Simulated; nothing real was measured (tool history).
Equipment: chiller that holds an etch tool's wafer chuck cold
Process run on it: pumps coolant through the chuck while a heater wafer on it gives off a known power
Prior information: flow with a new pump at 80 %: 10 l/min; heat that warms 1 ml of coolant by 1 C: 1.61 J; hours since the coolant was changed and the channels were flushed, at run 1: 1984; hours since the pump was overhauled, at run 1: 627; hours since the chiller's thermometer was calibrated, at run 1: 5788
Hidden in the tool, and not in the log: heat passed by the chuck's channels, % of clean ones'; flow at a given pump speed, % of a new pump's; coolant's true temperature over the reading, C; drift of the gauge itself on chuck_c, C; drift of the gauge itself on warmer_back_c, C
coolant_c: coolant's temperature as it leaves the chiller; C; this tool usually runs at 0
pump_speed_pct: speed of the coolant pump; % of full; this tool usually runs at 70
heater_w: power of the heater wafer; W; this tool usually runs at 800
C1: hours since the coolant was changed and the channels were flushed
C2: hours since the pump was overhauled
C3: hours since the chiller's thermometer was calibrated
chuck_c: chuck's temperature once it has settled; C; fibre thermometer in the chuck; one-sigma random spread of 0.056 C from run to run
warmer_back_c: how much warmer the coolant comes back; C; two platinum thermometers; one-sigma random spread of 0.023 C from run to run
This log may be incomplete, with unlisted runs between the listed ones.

run 1 hour=0.0 | coolant_c=0 pump_speed_pct=70 heater_w=800 | C1=1984 C2=627 C3=5788 | chuck_c=8.03 warmer_back_c=3.40
run 2 hour=79.2 | coolant_c=0 pump_speed_pct=70 heater_w=800 | C1=2064 C2=707 C3=5867 | chuck_c=8.14 warmer_back_c=3.45
-- hour=86.5 chiller's thermometer calibrated
run 3 hour=138.6 | coolant_c=0 pump_speed_pct=70 heater_w=800 | C1=2122 C2=765 C3=52 | chuck_c=8.76 warmer_back_c=3.44
run 4 hour=201.3 | coolant_c=0 pump_speed_pct=70 heater_w=800 | C1=2185 C2=828 C3=115 | chuck_c=8.82 warmer_back_c=3.40
run 5 hour=275.6 | coolant_c=0 pump_speed_pct=70 heater_w=827 | C1=2259 C2=902 C3=189 | chuck_c=9.06 warmer_back_c=3.54
run 6 hour=353.4 | coolant_c=0 pump_speed_pct=70 heater_w=827 | C1=2337 C2=980 C3=267 | chuck_c=8.91 warmer_back_c=3.53
run 7 hour=408.2 | coolant_c=1 pump_speed_pct=80 heater_w=630 | C1=2392 C2=1035 C3=322 | chuck_c=7.27 warmer_back_c=2.29
run 8 hour=472.1 | coolant_c=0 pump_speed_pct=70 heater_w=922 | C1=2456 C2=1099 C3=386 | chuck_c=10.27 warmer_back_c=3.94
run 9 hour=530.6 | coolant_c=0 pump_speed_pct=70 heater_w=922 | C1=2514 C2=1157 C3=444 | chuck_c=10.13 warmer_back_c=3.98
run 10 hour=594.8 | coolant_c=0 pump_speed_pct=70 heater_w=922 | C1=2578 C2=1221 C3=508 | chuck_c=10.18 warmer_back_c=4.01
run 11 hour=640.5 | coolant_c=-3 pump_speed_pct=93 heater_w=621 | C1=2624 C2=1267 C3=554 | chuck_c=2.51 warmer_back_c=1.99

Consider 4 possible next runs. They are alternatives, not a sequence: every one starts from the tool as it was left by run 11. What does each give?
run A hour=725.2 | coolant_c=0 pump_speed_pct=70 heater_w=532 | C1=2709 C2=1352 C3=639 | chuck_c=? warmer_back_c=?
run B hour=725.2 | coolant_c=8 pump_speed_pct=93 heater_w=621 | C1=2709 C2=1352 C3=639 | chuck_c=? warmer_back_c=?
run C hour=725.2 | coolant_c=0 pump_speed_pct=95 heater_w=621 | C1=2709 C2=1352 C3=639 | chuck_c=? warmer_back_c=?
run D hour=725.2 | coolant_c=-3 pump_speed_pct=93 heater_w=426 | C1=2709 C2=1352 C3=639 | chuck_c=? warmer_back_c=?

run=A chuck_c=5.84 warmer_back_c=2.29
run=B chuck_c=13.54 warmer_back_c=1.95
run=C chuck_c=5.32 warmer_back_c=1.97
run=D chuck_c=0.68 warmer_back_c=1.35
Take away the tool's hidden state, keep each run's random variation, and the runs would have read:
run=A chuck_c=5.70 warmer_back_c=2.27
run=B chuck_c=13.41 warmer_back_c=1.94
run=C chuck_c=5.19 warmer_back_c=1.96
run=D chuck_c=0.60 warmer_back_c=1.34
